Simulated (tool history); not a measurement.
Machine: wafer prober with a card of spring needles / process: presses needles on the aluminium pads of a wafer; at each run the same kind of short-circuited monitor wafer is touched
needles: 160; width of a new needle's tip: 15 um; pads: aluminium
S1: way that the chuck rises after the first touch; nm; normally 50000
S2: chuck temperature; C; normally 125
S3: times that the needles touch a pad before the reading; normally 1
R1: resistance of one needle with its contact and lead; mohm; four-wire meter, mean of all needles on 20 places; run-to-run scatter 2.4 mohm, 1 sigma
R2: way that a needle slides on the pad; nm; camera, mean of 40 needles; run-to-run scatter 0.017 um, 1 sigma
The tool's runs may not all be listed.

| run | day | S1 | S2 | S3 | R1 | R2 |
|---|---|---|---|---|---|---|
| 1 | 0.000 | 50000 | 125 | 1 | 310 | 13120 |
| 2 | 0.367 | 50000 | 125 | 1 | 320 | 13110 |
| 3 | 0.712 | 30000 | 125 | 1 | 401 | 7820 |
|  | 0.921 | tips cleaned on abrasive film |
| 4 | 1.029 | 47000 | 125 | 1 | 290 | 12300 |
| 5 | 1.250 | 47000 | 125 | 1 | 316 | 12310 |
| 6 | 1.638 | 47000 | 125 | 1 | 322 | 12270 |
| 7 | 1.892 | 47000 | 125 | 1 | 329 | 12300 |
| 8 | 2.071 | 47000 | 125 | 1 | 330 | 12290 |
|  | 2.125 | tips cleaned on abrasive film |
| 9 | 2.321 | 50000 | 125 | 1 | 298 | 13040 |
| 10 | 2.567 | 50000 | 125 | 1 | 314 | 13060 |
| 11 | 2.854 | 50000 | 125 | 1 | 321 | 13070 |
| 12 | 3.267 | 47000 | 125 | 1 | 331 | 12290 |
|  | 3.338 | tips cleaned on abrasive film |
| 13 | 3.579 | 50000 | 125 | 1 | 306 | 13020 |
| 14 | 3.900 | 50000 | 125 | 1 | 322 | 13040 |
| 15 | 4.221 | 50000 | 92 | 1 | 319 | 13040 |
| 16 | 4.404 | 50000 | 125 | 1 | 325 | 13050 |
|  | 4.550 | tips cleaned on abrasive film |
| 17 | 4.708 | 50000 | 125 | 1 | 298 | 13010 |
| 18 | 4.958 | 50000 | 95 | 1 | 305 | 13010 |
| 19 | 5.275 | 46000 | 29 | 2 | 288 | 11960 |
|  | 5.408 | height of the first contact set anew |
| 20 | 5.554 | 46000 | 29 | 2 | 287 | 12110 |
|  | 5.758 | tips cleaned on abrasive film |
| 21 | 5.892 | 46000 | 29 | 2 | 267 | 12100 |
| 22 | 6.071 | 52000 | 63 | 2 | 277 | 13720 |
| 23 | 6.317 | 52000 | 63 | 2 | 285 | 13680 |
| 24 | 6.608 | 50000 | 125 | 1 | 322 | 13170 |
|  | 6.975 | tips cleaned on abrasive film |
| 25 | 6.988 | 65000 | 125 | 1 | 271 | 17060 |
| 26 | 7.196 | 65000 | 125 | 1 | 292 | 17040 |
| 27 | 7.421 | 42000 | 25 | 1 | 318 | 11050 |
| 28 | 7.654 | 67000 | 125 | 1 | 297 | 17580 |
| 29 | 7.975 | 50000 | 38 | 2 | 283 | 13120 |
|  | 8.179 | tips cleaned on abrasive film |
| 30 | 8.383 | 50000 | 125 | 2 | 293 | 13120 |
| 31 | 8.675 | 64000 | 42 | 3 | 257 | 16790 |
| 32 | 8.875 | 41000 | 51 | 2 | 301 | 10740 |
| 33 | 9.262 | 40000 | 102 | 2 | 316 | 10470 |
|  | 9.388 | tips cleaned on abrasive film |
| 34 | 9.442 | 50000 | 125 | 2 | 278 | 13110 |

Forecast each of these 4 alternatives for the next run:
| A | 9.742 | 52000 | 125 | 2 | ? | ? |
| B | 9.742 | 48000 | 49 | 1 | ? | ? |
| C | 9.742 | 39000 | 125 | 1 | ? | ? |
| D | 9.742 | 31000 | 53 | 1 | ? | ? |

| run | R1 | R2 |
|---|---|---|
| A | 293 | 13630 |
| B | 301 | 12570 |
| C | 334 | 10200 |
| D | 363 | 8070 |
Without the tool's unlogged condition, the same runs would have read:
| run | R1 | R2 |
|---|---|---|
| A | 270 | 13700 |
| B | 251 | 12630 |
| C | 272 | 10270 |
| D | 259 | 8140 |
